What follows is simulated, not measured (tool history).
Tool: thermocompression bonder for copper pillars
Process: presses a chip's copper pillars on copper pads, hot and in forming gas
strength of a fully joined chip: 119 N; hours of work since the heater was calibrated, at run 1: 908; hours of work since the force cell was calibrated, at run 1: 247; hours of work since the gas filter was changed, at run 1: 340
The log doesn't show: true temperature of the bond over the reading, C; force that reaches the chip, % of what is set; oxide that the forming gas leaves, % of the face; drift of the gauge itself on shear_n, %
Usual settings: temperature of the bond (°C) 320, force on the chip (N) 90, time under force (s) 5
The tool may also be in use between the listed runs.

run,day,temperature of the bond (°C),force on the chip (N),time under force (s),hours of work since the heater was calibrated,hours of work since the force cell was calibrated,hours of work since the gas filter was changed,force that shears a chip off (N)
1,0.000,320,90,5,908,247,340,72.4
# day 0.667: heater calibrated with a thermocouple chip
2,0.675,320,135,5,0,257,350,90.8
3,1.192,320,135,5,9,266,359,91.3
4,1.488,299,90,5,14,272,365,60.7
# day 1.771: forming gas filter changed
5,1.842,320,90,6,20,278,1,81.7
# day 2.292: heater calibrated with a thermocouple chip, once more
6,2.508,320,90,6,4,288,12,89.5
7,2.996,320,90,6,12,296,20,86.2
8,3.292,320,90,6,18,302,25,86.8
9,3.838,320,90,5,27,311,35,82.1
10,4.158,320,90,5,33,317,41,83.9
11,4.512,320,90,5,39,323,47,82.5
12,4.846,320,90,5,45,329,53,82.9
13,5.438,343,90,5,55,339,63,92.5
14,5.933,320,122,3,64,348,72,89.0
15,6.288,320,122,3,71,354,78,89.3
16,6.958,348,98,6,82,366,90,100.6
17,7.421,321,73,6,90,374,98,74.7
18,8.008,331,73,12,101,385,109,91.1
19,8.429,320,78,5,108,392,116,72.1
20,8.933,343,69,3,117,401,125,63.0
21,9.358,334,60,5,125,409,132,63.0
22,10.046,334,94,3,137,421,145,78.4
23,10.329,334,94,3,142,426,150,79.1
24,10.688,334,94,3,148,432,156,77.6
25,11.367,324,124,5,160,444,168,98.3
26,11.854,324,124,11,169,453,176,105.7

Hidden state at the last listed run before each entry between runs and at the first one after, where it differs:
Between runs 1 and 2: heater calibrated with a thermocouple chip (day 0.667)
  true temperature of the bond over the reading, C: -9.6 -> -11.4; force that reaches the chip, % of what is set: 98.3 -> 98.2; oxide that the forming gas leaves, % of the face: 9.16 -> 9.41
  measured less the result without the state, force that shears a chip off (N): -12.3 -> -13.4
Between runs 4 and 5: forming gas filter changed (day 1.771)
  true temperature of the bond over the reading, C: -11.5 -> -11.6; oxide that the forming gas leaves, % of the face: 9.77 -> 0.6
  measured less the result without the state, force that shears a chip off (N): -12.9 -> -6.4
Between runs 5 and 6: heater calibrated with a thermocouple chip, once more (day 2.292)
  true temperature of the bond over the reading, C: -11.6 -> 0.7; oxide that the forming gas leaves, % of the face: 0.6 -> 0.84
  measured less the result without the state, force that shears a chip off (N): -6.4 -> -1.1

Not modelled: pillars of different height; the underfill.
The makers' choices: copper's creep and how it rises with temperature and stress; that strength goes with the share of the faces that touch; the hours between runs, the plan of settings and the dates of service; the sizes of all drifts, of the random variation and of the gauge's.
